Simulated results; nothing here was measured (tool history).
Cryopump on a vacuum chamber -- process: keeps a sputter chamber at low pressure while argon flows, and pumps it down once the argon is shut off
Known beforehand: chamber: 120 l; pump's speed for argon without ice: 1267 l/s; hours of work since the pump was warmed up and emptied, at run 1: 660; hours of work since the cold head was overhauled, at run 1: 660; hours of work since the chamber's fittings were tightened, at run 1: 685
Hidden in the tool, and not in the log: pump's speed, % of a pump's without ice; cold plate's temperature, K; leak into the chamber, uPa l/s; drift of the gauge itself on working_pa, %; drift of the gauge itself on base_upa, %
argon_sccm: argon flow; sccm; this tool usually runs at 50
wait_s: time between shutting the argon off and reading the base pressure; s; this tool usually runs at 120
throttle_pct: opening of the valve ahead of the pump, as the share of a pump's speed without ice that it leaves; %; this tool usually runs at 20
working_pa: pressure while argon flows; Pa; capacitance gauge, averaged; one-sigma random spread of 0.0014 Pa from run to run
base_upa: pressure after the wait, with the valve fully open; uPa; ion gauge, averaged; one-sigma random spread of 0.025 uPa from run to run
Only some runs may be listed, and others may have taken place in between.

run	hour	argon_sccm	wait_s	throttle_pct	hours of work since the pump was warmed up and emptied	hours of work since the cold head was overhauled	hours of work since the chamber's fittings were tightened	working_pa	base_upa
1	0.0	50	120	20	660	660	685	0.3492	1.15
2	27.0	50	295	20	676	676	702	0.3494	0.73
3	61.6	50	295	20	698	698	723	0.3499	0.72
4	96.8	50	295	20	719	719	744	0.3511	0.73
5	113.2	50	295	20	729	729	754	0.3510	0.75
6	135.6	50	120	20	743	743	768	0.3495	1.24
7	164.8	50	120	20	760	760	786	0.3540	1.20
8	193.5	50	26	20	778	778	803	0.3520	4.08
9	222.1	50	120	20	795	795	821	0.3526	1.18
10	236.9	44	120	20	804	804	830	0.3062	1.21
11	265.8	44	120	20	822	822	847	0.3107	1.25
12	281.3	44	120	20	831	831	857	0.3105	1.24
13	296.5	45	255	20	841	841	866	0.3193	0.83
14	312.9	41	120	20	851	851	876	0.2908	1.24
15	332.5	42	87	20	863	863	888	0.2979	1.48
16	355.4	42	87	20	877	877	902	0.2970	1.54
17	381.5	42	87	20	893	893	918	0.2990	1.56
18	408.9	42	87	20	909	909	934	0.2989	1.60
# hour 435.8: pump warmed up, emptied and cooled again
19	445.5	54	70	20	6	929	954	0.3606	1.70
20	470.9	54	70	20	21	944	969	0.3618	1.69
21	490.3	54	291	20	33	956	981	0.3623	0.66
22	505.7	54	291	20	43	965	990	0.3635	0.71
23	533.6	50	48	20	60	982	1007	0.3341	2.35
24	563.8	34	66	17	78	1001	1026	0.2694	1.74

Take each entry between the runs: how does the hidden state at the last listed run before it differ from the hidden state at the first listed run after it?
Logged between run 18 and run 19: pump warmed up, emptied and cooled again (hour 435.8)
  pump's speed, % of a pump's without ice: 75.8 -> 99.4; leak into the chamber, uPa l/s: 430 -> 433
  difference, measured minus the result without the unlogged condition, working_pa: +0.0184 -> +0.0010 Pa; base_upa: +0.21 -> +0.11 uPa

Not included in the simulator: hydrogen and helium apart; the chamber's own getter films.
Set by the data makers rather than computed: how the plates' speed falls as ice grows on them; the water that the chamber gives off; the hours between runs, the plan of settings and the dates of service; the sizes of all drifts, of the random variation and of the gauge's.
